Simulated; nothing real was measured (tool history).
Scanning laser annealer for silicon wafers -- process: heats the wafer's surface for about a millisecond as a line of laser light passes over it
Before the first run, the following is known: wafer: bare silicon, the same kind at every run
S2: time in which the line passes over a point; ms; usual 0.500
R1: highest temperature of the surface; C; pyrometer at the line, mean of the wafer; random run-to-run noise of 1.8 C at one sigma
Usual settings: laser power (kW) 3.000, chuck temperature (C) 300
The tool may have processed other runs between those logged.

run 1 day=0.000 | laser_power_(kW)=3.000 S2=0.500 chuck_temperature_(C)=300 | R1=1070
run 2 day=0.425 | laser_power_(kW)=3.000 S2=0.379 chuck_temperature_(C)=300 | R1=969
run 3 day=0.704 | laser_power_(kW)=3.269 S2=0.379 chuck_temperature_(C)=300 | R1=1035
run 4 day=0.875 | laser_power_(kW)=3.269 S2=0.379 chuck_temperature_(C)=300 | R1=1037
run 5 day=1.183 | laser_power_(kW)=3.269 S2=0.379 chuck_temperature_(C)=300 | R1=1032
-- day=1.333 laser's power meter calibrated
run 6 day=1.721 | laser_power_(kW)=3.105 S2=0.500 chuck_temperature_(C)=300 | R1=1098
run 7 day=2.054 | laser_power_(kW)=3.105 S2=0.500 chuck_temperature_(C)=300 | R1=1099
run 8 day=2.317 | laser_power_(kW)=2.788 S2=0.391 chuck_temperature_(C)=300 | R1=930
run 9 day=2.671 | laser_power_(kW)=2.893 S2=0.545 chuck_temperature_(C)=338 | R1=1115
run 10 day=3.046 | laser_power_(kW)=2.893 S2=0.545 chuck_temperature_(C)=338 | R1=1112
run 11 day=3.258 | laser_power_(kW)=3.171 S2=0.433 chuck_temperature_(C)=320 | R1=1078
run 12 day=3.429 | laser_power_(kW)=3.060 S2=0.545 chuck_temperature_(C)=290 | R1=1108
run 13 day=3.667 | laser_power_(kW)=3.163 S2=0.500 chuck_temperature_(C)=300 | R1=1113
-- day=3.846 laser's power meter calibrated, once more
run 14 day=4.054 | laser_power_(kW)=2.931 S2=0.356 chuck_temperature_(C)=274 | R1=909

What if the next run were any one of these 5? Each begins from the tool's condition after run 14:
run A day=4.354 | laser_power_(kW)=3.003 S2=0.601 chuck_temperature_(C)=283 | R1=?
run B day=4.354 | laser_power_(kW)=3.129 S2=0.500 chuck_temperature_(C)=287 | R1=?
run C day=4.354 | laser_power_(kW)=2.782 S2=0.381 chuck_temperature_(C)=271 | R1=?
run D day=4.354 | laser_power_(kW)=2.931 S2=0.479 chuck_temperature_(C)=274 | R1=?
run E day=4.354 | laser_power_(kW)=3.000 S2=0.495 chuck_temperature_(C)=300 | R1=?

run=A R1=1129
run=B R1=1091
run=C R1=892
run=D R1=1009
run=E R1=1066
With the hidden condition removed and each run's random variation left untouched, the same runs would have given:
run=A R1=1136
run=B R1=1097
run=C R1=896
run=D R1=1015
run=E R1=1072
